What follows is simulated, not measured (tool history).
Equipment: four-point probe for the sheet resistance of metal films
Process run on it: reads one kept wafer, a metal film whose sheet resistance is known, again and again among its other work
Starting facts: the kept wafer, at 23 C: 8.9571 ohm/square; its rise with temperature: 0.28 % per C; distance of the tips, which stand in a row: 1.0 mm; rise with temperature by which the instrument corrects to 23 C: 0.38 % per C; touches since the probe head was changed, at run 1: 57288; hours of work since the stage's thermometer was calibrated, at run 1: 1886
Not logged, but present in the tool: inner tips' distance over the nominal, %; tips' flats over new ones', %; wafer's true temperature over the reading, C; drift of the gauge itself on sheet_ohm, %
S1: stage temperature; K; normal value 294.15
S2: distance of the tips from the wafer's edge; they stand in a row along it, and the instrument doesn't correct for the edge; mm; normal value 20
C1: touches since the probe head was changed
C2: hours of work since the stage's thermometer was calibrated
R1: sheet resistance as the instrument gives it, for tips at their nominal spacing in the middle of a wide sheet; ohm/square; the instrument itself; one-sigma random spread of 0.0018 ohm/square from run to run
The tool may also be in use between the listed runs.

run 1 hour=0 | S1=294.15 S2=20 | C1=57288 C2=1886 | R1=8.916772
run 2 hour=43.8 | S1=294.15 S2=20 | C1=59100 C2=1916 | R1=8.915614
run 3 hour=95.8 | S1=294.15 S2=26 | C1=61249 C2=1951 | R1=8.911505
run 4 hour=146 | S1=294.15 S2=26 | C1=63324 C2=1986 | R1=8.909961
run 5 hour=216.3 | S1=294.15 S2=26 | C1=66227 C2=2034 | R1=8.905153
run 6 hour=261.7 | S1=294.15 S2=26 | C1=68106 C2=2065 | R1=8.907356
run 7 hour=313.9 | S1=294.15 S2=26 | C1=70262 C2=2100 | R1=8.90496
run 8 hour=398.5 | S1=294.15 S2=24 | C1=73759 C2=2158 | R1=8.89973
run 9 hour=466.1 | S1=304.15 S2=24 | C1=76551 C2=2204 | R1=8.806996
run 10 hour=533.4 | S1=295.15 S2=20 | C1=79337 C2=2250 | R1=8.894841
run 11 hour=591 | S1=295.15 S2=20 | C1=81715 C2=2290 | R1=8.893662
run 12 hour=655.2 | S1=294.15 S2=20 | C1=84367 C2=2334 | R1=8.898266
run 13 hour=729.4 | S1=294.15 S2=20 | C1=87435 C2=2384 | R1=8.900107
run 14 hour=770.9 | S1=294.15 S2=20 | C1=89153 C2=2413 | R1=8.902182
run 15 hour=821.2 | S1=297.15 S2=10 | C1=91230 C2=2447 | R1=8.905849
run 16 hour=886 | S1=293.15 S2=20 | C1=93909 C2=2491 | R1=8.904702
run 17 hour=971.7 | S1=307.15 S2=4 | C1=97451 C2=2550 | R1=9.0555
run 18 hour=1052.7 | S1=308.15 S2=37 | C1=100799 C2=2605 | R1=8.759418
-- hour=1057.4 stage's thermometer calibrated
run 19 hour=1138.7 | S1=294.15 S2=11 | C1=104333 C2=56 | R1=8.946087
run 20 hour=1184 | S1=294.15 S2=5 | C1=106203 C2=87 | R1=9.090009
run 21 hour=1231.8 | S1=302.15 S2=69 | C1=108181 C2=119 | R1=8.832804
run 22 hour=1314.7 | S1=302.15 S2=69 | C1=111608 C2=176 | R1=8.833555
run 23 hour=1370.9 | S1=302.15 S2=69 | C1=113930 C2=214 | R1=8.828203
run 24 hour=1423.2 | S1=297.15 S2=9 | C1=116090 C2=250 | R1=8.929258
run 25 hour=1478 | S1=292.15 S2=6 | C1=118356 C2=287 | R1=9.048465
run 26 hour=1558.4 | S1=307.15 S2=23 | C1=121678 C2=342 | R1=8.791669

What if the next run were any one of these 4? Each begins from the tool's condition after run 26:
run A hour=1617 | S1=294.15 S2=5 | C1=124102 C2=383 | R1=?
run B hour=1617 | S1=293.15 S2=19 | C1=124102 C2=383 | R1=?
run C hour=1617 | S1=300.15 S2=42 | C1=124102 C2=383 | R1=?
run D hour=1617 | S1=304.15 S2=23 | C1=124102 C2=383 | R1=?

run=A R1=9.081281
run=B R1=8.916461
run=C R1=8.843722
run=D R1=8.815782
The same runs, with their run-to-run variation unchanged, on a tool lacking any hidden condition would have given:
run=A R1=9.165003
run=B R1=8.998794
run=C R1=8.925324
run=D R1=8.897086

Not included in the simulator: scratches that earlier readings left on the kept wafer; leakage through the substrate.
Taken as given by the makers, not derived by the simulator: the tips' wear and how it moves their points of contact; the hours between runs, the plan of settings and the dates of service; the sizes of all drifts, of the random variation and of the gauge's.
